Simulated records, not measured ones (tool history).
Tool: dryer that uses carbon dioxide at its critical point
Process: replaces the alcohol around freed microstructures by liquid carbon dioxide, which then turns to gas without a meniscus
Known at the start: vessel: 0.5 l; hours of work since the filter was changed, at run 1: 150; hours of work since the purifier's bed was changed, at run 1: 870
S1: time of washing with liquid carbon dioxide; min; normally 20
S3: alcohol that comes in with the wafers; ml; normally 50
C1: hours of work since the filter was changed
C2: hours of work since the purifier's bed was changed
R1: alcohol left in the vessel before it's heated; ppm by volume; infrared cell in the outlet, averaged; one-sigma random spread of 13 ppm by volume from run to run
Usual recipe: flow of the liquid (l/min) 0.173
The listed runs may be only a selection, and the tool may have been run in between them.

run 1 hour=0 | S1=20 flow_of_the_liquid_(l/min)=0.173 S3=50 | C1=150 C2=870 | R1=1295
run 2 hour=18.8 | S1=20 flow_of_the_liquid_(l/min)=0.173 S3=70 | C1=164 C2=884 | R1=1788
-- hour=27.6 inlet filter changed
run 3 hour=35.1 | S1=20 flow_of_the_liquid_(l/min)=0.173 S3=70 | C1=6 C2=896 | R1=1198
run 4 hour=62 | S1=20 flow_of_the_liquid_(l/min)=0.173 S3=50 | C1=26 C2=916 | R1=915
run 5 hour=89.3 | S1=20 flow_of_the_liquid_(l/min)=0.173 S3=25 | C1=47 C2=937 | R1=498
run 6 hour=119.6 | S1=20 flow_of_the_liquid_(l/min)=0.173 S3=25 | C1=70 C2=960 | R1=563
run 7 hour=134.6 | S1=14 flow_of_the_liquid_(l/min)=0.173 S3=50 | C1=81 C2=971 | R1=4204
run 8 hour=150.8 | S1=14 flow_of_the_liquid_(l/min)=0.173 S3=50 | C1=93 C2=983 | R1=4187
-- hour=167 purifier's bed changed
run 9 hour=184.1 | S1=31 flow_of_the_liquid_(l/min)=0.173 S3=50 | C1=116 C2=13 | R1=102
run 10 hour=215.3 | S1=31 flow_of_the_liquid_(l/min)=0.173 S3=50 | C1=140 C2=37 | R1=121
run 11 hour=236.1 | S1=31 flow_of_the_liquid_(l/min)=0.173 S3=50 | C1=155 C2=52 | R1=134
-- hour=255.5 inlet filter changed
run 12 hour=258.8 | S1=31 flow_of_the_liquid_(l/min)=0.173 S3=50 | C1=2 C2=69 | R1=70
run 13 hour=285.7 | S1=31 flow_of_the_liquid_(l/min)=0.173 S3=50 | C1=23 C2=89 | R1=73
run 14 hour=314.2 | S1=31 flow_of_the_liquid_(l/min)=0.173 S3=50 | C1=44 C2=110 | R1=78
run 15 hour=334.7 | S1=20 flow_of_the_liquid_(l/min)=0.173 S3=50 | C1=60 C2=126 | R1=954
run 16 hour=354.1 | S1=20 flow_of_the_liquid_(l/min)=0.173 S3=50 | C1=74 C2=141 | R1=1027
run 17 hour=375 | S1=20 flow_of_the_liquid_(l/min)=0.173 S3=50 | C1=90 C2=156 | R1=1101
run 18 hour=396.5 | S1=20 flow_of_the_liquid_(l/min)=0.173 S3=50 | C1=106 C2=173 | R1=1127
run 19 hour=417.4 | S1=20 flow_of_the_liquid_(l/min)=0.173 S3=50 | C1=122 C2=188 | R1=1189
run 20 hour=448.1 | S1=20 flow_of_the_liquid_(l/min)=0.173 S3=50 | C1=145 C2=212 | R1=1319
-- hour=479.8 inlet filter changed
run 21 hour=482 | S1=14 flow_of_the_liquid_(l/min)=0.173 S3=66 | C1=2 C2=236 | R1=4528
run 22 hour=501.8 | S1=14 flow_of_the_liquid_(l/min)=0.173 S3=66 | C1=17 C2=251 | R1=4770
run 23 hour=515.2 | S1=14 flow_of_the_liquid_(l/min)=0.226 S3=33 | C1=27 C2=261 | R1=848
run 24 hour=537.8 | S1=22 flow_of_the_liquid_(l/min)=0.132 S3=42 | C1=44 C2=279 | R1=1745
run 25 hour=562.7 | S1=22 flow_of_the_liquid_(l/min)=0.132 S3=42 | C1=63 C2=297 | R1=1875
run 26 hour=591.5 | S1=15 flow_of_the_liquid_(l/min)=0.176 S3=58 | C1=84 C2=319 | R1=3609
run 27 hour=621.8 | S1=24 flow_of_the_liquid_(l/min)=0.205 S3=96 | C1=107 C2=342 | R1=342
run 28 hour=651.4 | S1=24 flow_of_the_liquid_(l/min)=0.205 S3=96 | C1=130 C2=364 | R1=380
run 29 hour=666.8 | S1=18 flow_of_the_liquid_(l/min)=0.14 S3=50 | C1=141 C2=376 | R1=4454
run 30 hour=693.5 | S1=15 flow_of_the_liquid_(l/min)=0.173 S3=38 | C1=161 C2=396 | R1=3029
-- hour=706.1 inlet filter changed
run 31 hour=715.3 | S1=15 flow_of_the_liquid_(l/min)=0.173 S3=38 | C1=7 C2=412 | R1=2093
run 32 hour=730.2 | S1=15 flow_of_the_liquid_(l/min)=0.227 S3=28 | C1=18 C2=423 | R1=517
run 33 hour=748.8 | S1=15 flow_of_the_liquid_(l/min)=0.227 S3=28 | C1=32 C2=437 | R1=539
run 34 hour=765.5 | S1=20 flow_of_the_liquid_(l/min)=0.173 S3=44 | C1=45 C2=450 | R1=861
run 35 hour=781 | S1=24 flow_of_the_liquid_(l/min)=0.173 S3=50 | C1=57 C2=462 | R1=419
run 36 hour=798.9 | S1=24 flow_of_the_liquid_(l/min)=0.151 S3=50 | C1=70 C2=475 | R1=883
run 37 hour=812.8 | S1=20 flow_of_the_liquid_(l/min)=0.173 S3=27 | C1=81 C2=486 | R1=597
run 38 hour=836.7 | S1=20 flow_of_the_liquid_(l/min)=0.173 S3=45 | C1=99 C2=504 | R1=1023
run 39 hour=858.7 | S1=20 flow_of_the_liquid_(l/min)=0.173 S3=45 | C1=115 C2=520 | R1=1087

Below are 3 alternative next runs, each starting from the tool's condition after run 39. Predict each:
run A hour=873.8 | S1=20 flow_of_the_liquid_(l/min)=0.141 S3=34 | C1=127 C2=532 | R1=?
run B hour=873.8 | S1=20 flow_of_the_liquid_(l/min)=0.138 S3=45 | C1=127 C2=532 | R1=?
run C hour=873.8 | S1=20 flow_of_the_liquid_(l/min)=0.173 S3=31 | C1=127 C2=532 | R1=?

run=A R1=1952
run=B R1=2822
run=C R1=791
Stripped of hidden state, with their random variation kept, the same runs would have yielded:
run=A R1=1356
run=B R1=1987
run=C R1=494

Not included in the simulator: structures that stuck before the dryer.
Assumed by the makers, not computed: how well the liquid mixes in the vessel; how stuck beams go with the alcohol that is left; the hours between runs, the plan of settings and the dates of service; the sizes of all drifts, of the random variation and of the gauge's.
